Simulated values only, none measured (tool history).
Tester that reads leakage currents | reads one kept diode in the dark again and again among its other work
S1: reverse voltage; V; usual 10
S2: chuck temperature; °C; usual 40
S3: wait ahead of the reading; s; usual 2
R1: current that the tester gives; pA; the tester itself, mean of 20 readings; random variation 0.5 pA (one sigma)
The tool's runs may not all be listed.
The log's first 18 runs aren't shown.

| run | hour | S1 | S2 | S3 | R1 |
|---|---|---|---|---|---|
|  | 950.4 | chuck's temperature calibrated, once more |
| 19 | 986.7 | 1.1 | 31 | 2.7 | 36.7 |
| 20 | 1064.7 | 1.1 | 31 | 2.7 | 36.58 |
| 21 | 1098 | 1.1 | 31 | 2.7 | 36.47 |
| 22 | 1133.7 | 1.3 | 40 | 2.13 | 75.9 |
| 23 | 1208.6 | 2.8 | 40 | 3.97 | 101.93 |
| 24 | 1269.2 | 2.8 | 40 | 3.97 | 101.98 |
| 25 | 1333.5 | 6.8 | 40 | 0.33 | 151.75 |
| 26 | 1391.6 | 6.8 | 32 | 3.93 | 81.29 |
| 27 | 1442.5 | 1.6 | 24 | 6.54 | 24.31 |
| 28 | 1510 | 1.6 | 24 | 6.54 | 24.43 |
| 29 | 1567.9 | 10 | 32 | 2 | 97.44 |
| 30 | 1647.1 | 16.3 | 32 | 2 | 121.51 |

Forecast each of these 3 alternatives for the next run:
| A | 1698.3 | 9.9 | 32 | 0.38 | ? |
| B | 1698.3 | 3.1 | 49 | 4.42 | ? |
| C | 1698.3 | 16.3 | 51 | 1.03 | ? |

| run | R1 |
|---|---|
| A | 104.69 |
| B | 196.59 |
| C | 435.73 |
Without the tool's hidden state the same runs would have given:
| run | R1 |
|---|---|
| A | 99.1 |
| B | 203.26 |
| C | 439.83 |
